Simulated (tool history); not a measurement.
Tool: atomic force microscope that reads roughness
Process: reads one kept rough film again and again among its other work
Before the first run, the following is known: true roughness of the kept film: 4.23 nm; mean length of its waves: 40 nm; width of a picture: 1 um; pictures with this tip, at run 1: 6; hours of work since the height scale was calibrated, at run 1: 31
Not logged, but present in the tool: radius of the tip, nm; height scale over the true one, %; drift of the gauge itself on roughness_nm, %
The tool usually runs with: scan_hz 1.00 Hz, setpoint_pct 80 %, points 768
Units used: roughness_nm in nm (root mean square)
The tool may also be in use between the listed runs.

run     day  scan_hz  setpoint_pct  points  pictures with this tip  hours of work since the height scale was calibrated  roughness_nm
  1   0.000     1.00            80     768                       6                                                   31         3.613
  2   0.496     1.00            80     768                      22                                                   36         3.586
  3   1.242     1.00            80     768                      47                                                   45         3.507
  4   1.979     0.93            80     768                      72                                                   53         3.458
  5   2.679     0.93            80     768                      95                                                   61         3.360
  6   3.438     0.93            80     768                     120                                                   69         3.312
  7   3.854     1.00            80     768                     134                                                   73         3.261
  8   4.488     1.00            80     768                     155                                                   80         3.206
  9   4.796     1.00            80     768                     166                                                   84         3.184
 10   5.242     1.00            80     768                     180                                                   89         3.154
 11   5.762     1.00            80     768                     198                                                   95         3.129
      6.317  -- new tip fitted
 12   6.379     1.00            80     768                       2                                                  101         3.653
 13   6.817     1.00            80     768                      16                                                  106         3.624
 14   7.262     1.00            65     768                      31                                                  111         3.653
 15   7.883     1.00            65     768                      52                                                  118         3.581
 16   8.604     1.00            65     768                      76                                                  126         3.517
 17   9.025     1.00            58     591                      90                                                  130         3.485
 18   9.521     1.00            87     402                     106                                                  136         3.295
 19  10.196     3.63            59     768                     129                                                  143         3.277
 20  10.642     1.42            80     802                     143                                                  148         3.195
 21  11.183     1.00            80     431                     161                                                  154         3.224
 22  11.558     1.00            80     431                     174                                                  158         3.158
 23  12.200     1.55            80     937                     195                                                  165         3.071
     12.812  -- new tip fitted
 24  12.833     1.55            80     937                       1                                                  172         3.573
 25  13.325     0.57            60     389                      17                                                  178         3.699
 26  13.838     1.00            60     654                      34                                                  183         3.630
 27  14.362     1.00            80     392                      52                                                  189         3.478
 28  14.983     1.40            80     376                      72                                                  196         3.368
 29  15.538     1.00            68     307                      91                                                  202         3.419
 30  16.092     0.70            78     817                     109                                                  208         3.368
 31  16.600     1.76            59     282                     126                                                  214         3.337

Selected run-to-run steps in roughness_nm, each split into two signed amounts: the part the tool would show with no hidden state at all (from settings, incoming material and random variation), and the remainder, which goes to the hidden state together with any gauge scatter not common to the measured and the hidden-state-free results:
Run 3 -> 4: scan_hz 1.00 -> 0.93. roughness_nm -0.049 nm (root mean square): hidden state -0.074, all else +0.025.
Run 11 -> 12: new tip fitted. roughness_nm +0.524 nm (root mean square): hidden state +0.550, all else -0.026.
Run 17 -> 18: setpoint_pct 58 -> 87, points 591 -> 402. roughness_nm -0.190 nm (root mean square): hidden state -0.030, all else -0.160.
Run 23 -> 24: new tip fitted. roughness_nm +0.502 nm (root mean square): hidden state +0.488, all else +0.014.
